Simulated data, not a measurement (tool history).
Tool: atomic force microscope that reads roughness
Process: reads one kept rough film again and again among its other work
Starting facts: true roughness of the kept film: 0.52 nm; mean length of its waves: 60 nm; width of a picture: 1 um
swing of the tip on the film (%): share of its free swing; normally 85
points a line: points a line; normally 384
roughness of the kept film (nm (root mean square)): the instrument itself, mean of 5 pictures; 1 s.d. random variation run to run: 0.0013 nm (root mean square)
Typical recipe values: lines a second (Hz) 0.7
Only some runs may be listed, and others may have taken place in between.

run   hour  lines a second (Hz)  swing of the tip on the film (%)  points a line  roughness of the kept film (nm (root mean square))
  1      0                  0.7                                85            384                                               0.498
  2     28                  0.7                                85            384                                               0.498
  3   47.1                  0.7                                85            384                                               0.496
  4   80.3                  0.7                                85            384                                               0.498
  5   99.6                  0.7                                85            384                                               0.497
     106.7  -- new tip fitted
  6  125.1                  0.7                                85            384                                               0.499
  7    158                  0.7                                85            384                                               0.496
  8  185.8                  0.7                                85            699                                                 0.5
  9  218.7                  0.7                                85            699                                               0.497
     222.5  -- new tip fitted
 10  246.6                  0.7                                85            699                                               0.497
 11    269                  0.7                                85            699                                               0.501
 12  294.5                  0.7                                67            384                                               0.518
 13  328.4                  0.7                                85            355                                               0.497
     338.7  -- new tip fitted
 14  346.7                  0.7                                85            355                                                 0.5
 15  373.2                  0.7                                85            355                                               0.503
 16  403.8                  0.7                                85            503                                               0.502
 17  436.2                0.724                                85            503                                               0.496
     454.7  -- new tip fitted
 18  471.3                  0.7                                73            384                                               0.515
 19  490.3                  0.7                                73            384                                               0.515
 20  510.7                  0.7                                73            384                                               0.514
     514.1  -- height scale calibrated on a step standard
 21  529.2                3.559                                69            384                                                0.47
 22  552.9                3.559                                69            384                                                0.47
     571.6  -- new tip fitted
 23  582.9                  0.7                                85            560                                               0.502
 24  597.4                  0.7                                85            560                                               0.506
 25  623.7                1.165                                60            846                                               0.521
 26  657.3                1.981                                59            351                                               0.513
 27  675.6                0.664                                84            384                                               0.506
     688.6  -- new tip fitted
 28  697.9                1.314                                57            384                                               0.521
     706.2  -- height scale calibrated on a step standard, once more
 29  720.5                2.762                                85            270                                               0.416
 30  752.8                  0.7                                70            291                                               0.501
 31  774.4                  0.7                                62            384                                               0.507
 32  800.8                2.158                                68            482                                                0.48
     805.6  -- new tip fitted
 33  824.4                1.009                                75            559                                               0.492
 34  844.2                1.043                                61            504                                               0.506
 35  860.7                0.852                                61            355                                               0.504
 36  887.8                0.852                                61            355                                               0.508
 37  916.6                0.852                                61            355                                               0.504
     922.1  -- new tip fitted
 38  949.9                0.958                                67            384                                               0.502

4 options for the next run, each taken on its own from the tool as it stands now. Forecast them:
  A  972.6                0.628                                57            321                                                   ?
  B  972.6                0.592                                58            859                                                   ?
  C  972.6                3.131                                85            451                                                   ?
  D  972.6                2.097                                67            490                                                   ?

run  roughness of the kept film (nm (root mean square))
  A                                               0.513
  B                                               0.512
  C                                               0.408
  D                                               0.486
Without the tool's hidden state the same runs would have given:
run  roughness of the kept film (nm (root mean square))
  A                                               0.512
  B                                               0.511
  C                                               0.407
  D                                               0.485
